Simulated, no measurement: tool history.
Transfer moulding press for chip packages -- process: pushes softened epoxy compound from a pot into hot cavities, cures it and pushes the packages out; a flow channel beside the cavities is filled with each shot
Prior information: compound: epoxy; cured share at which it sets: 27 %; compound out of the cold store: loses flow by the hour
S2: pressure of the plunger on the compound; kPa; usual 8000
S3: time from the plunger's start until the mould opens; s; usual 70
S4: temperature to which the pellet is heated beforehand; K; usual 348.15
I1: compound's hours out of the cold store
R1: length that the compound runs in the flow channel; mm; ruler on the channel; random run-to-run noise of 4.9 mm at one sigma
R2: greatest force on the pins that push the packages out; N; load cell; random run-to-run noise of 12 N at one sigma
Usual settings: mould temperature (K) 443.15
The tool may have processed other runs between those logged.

run 1 hour=0.0 | mould_temperature_(K)=443.15 S2=8000 S3=70 S4=348.15 | I1=43.2 | R1=487 R2=548
-- hour=21.2 plunger's sealing rings changed
run 2 hour=24.0 | mould_temperature_(K)=443.15 S2=8000 S3=70 S4=348.15 | I1=42.6 | R1=484 R2=552
-- hour=29.3 cavities cleaned with cleaning compound and waxed
run 3 hour=53.0 | mould_temperature_(K)=443.15 S2=8000 S3=104 S4=348.15 | I1=16.8 | R1=545 R2=440
run 4 hour=80.0 | mould_temperature_(K)=443.15 S2=8000 S3=91 S4=348.15 | I1=37.4 | R1=504 R2=451
run 5 hour=115.4 | mould_temperature_(K)=443.15 S2=8000 S3=91 S4=348.15 | I1=30.4 | R1=511 R2=459
-- hour=126.7 cavities cleaned with cleaning compound and waxed
run 6 hour=139.3 | mould_temperature_(K)=443.15 S2=8000 S3=91 S4=348.15 | I1=26.6 | R1=522 R2=444
run 7 hour=161.0 | mould_temperature_(K)=442.15 S2=8000 S3=70 S4=348.15 | I1=24.4 | R1=531 R2=576
run 8 hour=183.2 | mould_temperature_(K)=442.15 S2=8000 S3=70 S4=348.15 | I1=13.3 | R1=552 R2=622
-- hour=224.3 cavities cleaned with cleaning compound and waxed
run 9 hour=225.7 | mould_temperature_(K)=442.15 S2=8000 S3=70 S4=348.15 | I1=47.3 | R1=471 R2=573
run 10 hour=257.3 | mould_temperature_(K)=442.15 S2=8000 S3=70 S4=348.15 | I1=34.8 | R1=501 R2=566
run 11 hour=284.4 | mould_temperature_(K)=442.15 S2=8000 S3=70 S4=348.15 | I1=14.8 | R1=548 R2=626
run 12 hour=317.1 | mould_temperature_(K)=442.15 S2=8000 S3=70 S4=348.15 | I1=29.7 | R1=522 R2=605
-- hour=322.0 cavities cleaned with cleaning compound and waxed
run 13 hour=364.4 | mould_temperature_(K)=443.15 S2=8000 S3=70 S4=348.15 | I1=39.5 | R1=490 R2=539
run 14 hour=411.4 | mould_temperature_(K)=443.15 S2=8000 S3=70 S4=348.15 | I1=18.2 | R1=530 R2=573
-- hour=423.5 cavities cleaned with cleaning compound and waxed
run 15 hour=439.9 | mould_temperature_(K)=437.15 S2=8000 S3=70 S4=348.15 | I1=20.0 | R1=541 R2=838
run 16 hour=463.8 | mould_temperature_(K)=437.15 S2=8000 S3=70 S4=348.15 | I1=37.6 | R1=511 R2=799
run 17 hour=487.7 | mould_temperature_(K)=437.15 S2=8000 S3=70 S4=348.15 | I1=38.4 | R1=501 R2=801
run 18 hour=514.2 | mould_temperature_(K)=436.15 S2=7260 S3=70 S4=357.15 | I1=22.1 | R1=510 R2=907
-- hour=521.0 cavities cleaned with cleaning compound and waxed
run 19 hour=537.7 | mould_temperature_(K)=436.15 S2=7260 S3=70 S4=357.15 | I1=21.9 | R1=509 R2=854
run 20 hour=574.2 | mould_temperature_(K)=436.15 S2=7260 S3=70 S4=357.15 | I1=18.3 | R1=521 R2=918
run 21 hour=600.6 | mould_temperature_(K)=447.15 S2=7260 S3=55 S4=355.15 | I1=44.1 | R1=452 R2=694
-- hour=620.9 cavities cleaned with cleaning compound and waxed
-- hour=631.0 plunger's sealing rings changed
run 22 hour=637.3 | mould_temperature_(K)=443.15 S2=8000 S3=71 S4=350.15 | I1=42.9 | R1=484 R2=532
run 23 hour=681.6 | mould_temperature_(K)=447.15 S2=6840 S3=63 S4=355.15 | I1=36.1 | R1=458 R2=532
run 24 hour=718.6 | mould_temperature_(K)=445.15 S2=8420 S3=89 S4=350.15 | I1=33.8 | R1=520 R2=442
-- hour=724.6 cavities cleaned with cleaning compound and waxed
run 25 hour=758.3 | mould_temperature_(K)=445.15 S2=7650 S3=67 S4=350.15 | I1=22.5 | R1=512 R2=544
run 26 hour=789.3 | mould_temperature_(K)=437.15 S2=8000 S3=70 S4=338.15 | I1=40.5 | R1=498 R2=809
run 27 hour=815.2 | mould_temperature_(K)=436.15 S2=8000 S3=76 S4=348.15 | I1=36.8 | R1=509 R2=715
-- hour=825.0 cavities cleaned with cleaning compound and waxed
run 28 hour=840.5 | mould_temperature_(K)=449.15 S2=8000 S3=70 S4=348.15 | I1=44.4 | R1=467 R2=453

For each run, the measured value with the value that run would have given without the tool's hidden condition subtracted. The run-to-run variation is shared by both, the gauge scatter possibly not:
What the log doesn't record here: true mould temperature over the reading, C; pressure that reaches the compound, % of what is set; grip of the stained cavities, % over clean ones'; drift of the gauge itself on flow_mm, %; drift of the gauge itself on push_out_n, %.
run=1 R2=+8
run=2 R2=+10
run=3 R2=+3
run=4 R2=+5
run=5 R2=+8
run=6 R2=+2
run=7 R2=+4
run=8 R2=+8
run=9 R2=+0
run=10 R2=+4
run=11 R2=+8
run=12 R2=+10
run=13 R2=+6
run=14 R2=+10
run=15 R2=+3
run=16 R2=+6
run=17 R2=+9
run=18 R2=+14
run=19 R2=+3
run=20 R2=+10
run=21 R2=+11
run=22 R2=+1
run=23 R2=+6
run=24 R2=+8
run=25 R2=+4
run=26 R2=+10
run=27 R2=+11
run=28 R2=+2
R1 without the hidden state stays within 1 mm of what was measured, in all runs.

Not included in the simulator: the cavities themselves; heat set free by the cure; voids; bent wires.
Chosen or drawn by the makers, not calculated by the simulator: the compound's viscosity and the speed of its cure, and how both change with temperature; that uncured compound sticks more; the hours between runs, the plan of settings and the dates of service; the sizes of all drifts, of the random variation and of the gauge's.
